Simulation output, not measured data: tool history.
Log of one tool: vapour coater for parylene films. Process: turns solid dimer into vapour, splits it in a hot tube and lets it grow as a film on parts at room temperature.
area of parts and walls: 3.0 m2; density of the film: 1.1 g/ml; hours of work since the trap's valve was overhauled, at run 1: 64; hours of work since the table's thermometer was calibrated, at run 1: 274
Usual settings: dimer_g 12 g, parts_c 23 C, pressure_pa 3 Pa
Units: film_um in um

run,hour,dimer_g,parts_c,pressure_pa,hours of work since the trap's valve was overhauled,hours of work since the table's thermometer was calibrated,film_um
1,0,12,23,3,64,274,1.91
2,30.1,12,28,3,87,297,1.58
3,51.6,12,28,3,104,314,1.58
4,75.1,12,28,3,122,332,1.54
5,98.5,12,28,3,141,350,1.56
6,131.4,12,28,3,166,376,1.5
7,148.8,7,28,3,180,390,0.86
8,179.1,7,28,3,203,413,0.91
9,218.3,7,23,3,234,444,1.04
10,251.1,7,23,5.54,260,469,0.98
11,274.1,12,27,3,277,487,1.46
# hour 296.9: trap's valve overhauled
12,303.2,7,27,3,5,507,0.95
13,320.9,7,27,3,19,521,0.97
14,338.8,7,27,3,33,535,0.96
15,358.8,7,27,3,48,550,0.94
16,400.9,12,23,3,81,583,1.89
17,430.5,12,23,3,104,606,1.92
18,451,12,23,3,120,622,1.85
19,490.4,12,23,3.57,151,653,1.82
20,513.9,5,22,2.33,169,671,0.8
21,542.6,11,29,6.36,191,693,1.25
22,563.5,11,17,6.82,208,710,1.91
23,597,9,24,2.79,234,736,1.26
24,627.4,5,24,5.52,258,759,0.62
25,660.8,5,24,5.52,284,785,0.63
# hour 675.4: trap's valve overhauled
26,700.1,13,32,2.79,19,813,1.54
27,721.9,6,20,6.28,36,830,1.03
28,745.4,10,15,2.14,55,848,2.12
29,769.7,10,15,2.14,73,867,2.16
30,803.3,10,15,2.14,100,893,2.13
31,839,8,35,3,127,921,0.78
32,865.7,6,19,5.42,148,942,1.04

Forecast each of these 4 alternatives for the next run:
A,888,21,28,5.98,166,959,?
B,888,13,23,3.92,166,959,?
C,888,9,17,11.01,166,959,?
D,888,11,19,2.98,166,959,?

run,film_um
A,2.5
B,1.89
C,1.53
D,1.89
Without the tool's hidden state the same runs would have given:
run,film_um
A,2.8
B,2.12
C,1.71
D,2.12
